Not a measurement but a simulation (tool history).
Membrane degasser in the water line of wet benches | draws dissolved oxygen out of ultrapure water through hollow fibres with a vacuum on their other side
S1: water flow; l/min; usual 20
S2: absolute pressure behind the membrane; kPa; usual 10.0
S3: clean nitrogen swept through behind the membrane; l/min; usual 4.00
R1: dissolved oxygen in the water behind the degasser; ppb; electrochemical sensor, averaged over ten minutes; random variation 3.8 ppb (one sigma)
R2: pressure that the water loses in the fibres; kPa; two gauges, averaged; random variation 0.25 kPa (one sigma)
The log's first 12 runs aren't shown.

run    hour  S1    S2    S3     R1     R2
 13  1229.1  20  10.0  4.00  384.2  67.98
 14  1352.2  20  10.0  4.00  387.9  67.83
 15  1488.5  20  10.0  4.00  395.1  68.05
 16  1551.0  20  10.0  4.00  391.9  68.20
 17  1627.5  23   6.3  5.83  486.3  78.68
 18  1700.9  26  12.5  3.29  766.2  88.24
 19  1769.8  26  20.5  7.15  733.6  88.49
     1889.4  -- seals of the vacuum lines changed
 20  1897.2  12  16.0  4.00  146.1  40.44
 21  2011.7  20  10.0  3.53  397.9  68.56
 22  2128.6  20  12.0  4.00  414.7  68.37
 23  2196.7  27   9.5  3.31  778.8  92.02
 24  2316.2  17   6.6  3.31  242.2  58.05
 25  2426.3  20  19.6  9.32  396.9  67.99
     2455.4  -- vacuum gauge calibrated
 26  2524.2  26   9.0  2.17  739.1  88.69
 27  2581.0  26   9.0  2.17  753.3  88.66
 28  2707.0  17  21.7  5.96  315.1  57.83

Forecast run 29:
 29  2793.7  17  21.7  5.96   ?   ?

Run 29 gave R1 320.4 ppb, R2 57.86 kPa.
Without the tool's hidden state the same run would have given R1 312.2 ppb, R2 57.25 kPa.
